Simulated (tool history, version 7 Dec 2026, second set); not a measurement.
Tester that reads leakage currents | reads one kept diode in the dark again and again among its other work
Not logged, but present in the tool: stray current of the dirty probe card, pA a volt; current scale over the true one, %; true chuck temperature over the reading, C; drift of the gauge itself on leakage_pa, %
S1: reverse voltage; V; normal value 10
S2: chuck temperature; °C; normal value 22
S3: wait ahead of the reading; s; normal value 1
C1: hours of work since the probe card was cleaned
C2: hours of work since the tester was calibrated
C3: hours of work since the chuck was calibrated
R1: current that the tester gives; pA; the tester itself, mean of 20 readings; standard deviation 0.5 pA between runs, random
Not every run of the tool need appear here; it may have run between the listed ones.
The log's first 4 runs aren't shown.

run   hour   S1  S2    S3    C1    C2    C3       R1
  5  116.2   10  22     1  2323   798  1190    165.9
  6  144.6   10  22     1  2344   818  1211    166.4
  7  164.8   10  22     1  2359   833  1226   166.67
  8  203.4   10  22     1  2387   862  1254   166.78
  9  226.4   10  22     1  2404   879  1271   165.94
 10  253.9   10  50     1  2425   899  1291  2055.39
 11  275.4   10  22   1.1  2441   915  1307   165.63
 12  316.1   10  22     1  2471   945  1337   165.21
 13  359.2   10  28     1  2502   977  1369   294.54
 14  380.8   10  22     1  2518   993  1385   166.33
 15  423.7   10  22     1  2550  1024  1417   166.76
 16  459.5  1.3  25     1  2576  1051  1443    66.06
 17  500.7  2.8  28     1  2607  1081  1474   138.77
 18  541.6  2.8  28     1  2637  1112  1504   138.44
       567  -- chuck's temperature calibrated
 19  575.7  2.8  28     1  2661  1135     6   138.56
 20  605.9  9.2  28  4.18  2683  1158    29   278.46
 21  643.2   10  30  4.18  2711  1185    56   353.75
 22  685.5  1.4  26  3.09  2742  1216    87       76

The next listed run, before its measurement:
 23  711.7   1  53  0.4  2761  1236  107   ?

R1: 679.23 pA
On a tool with no hidden condition, and with the same random variation, this run would have come out at R1 679.15 pA.
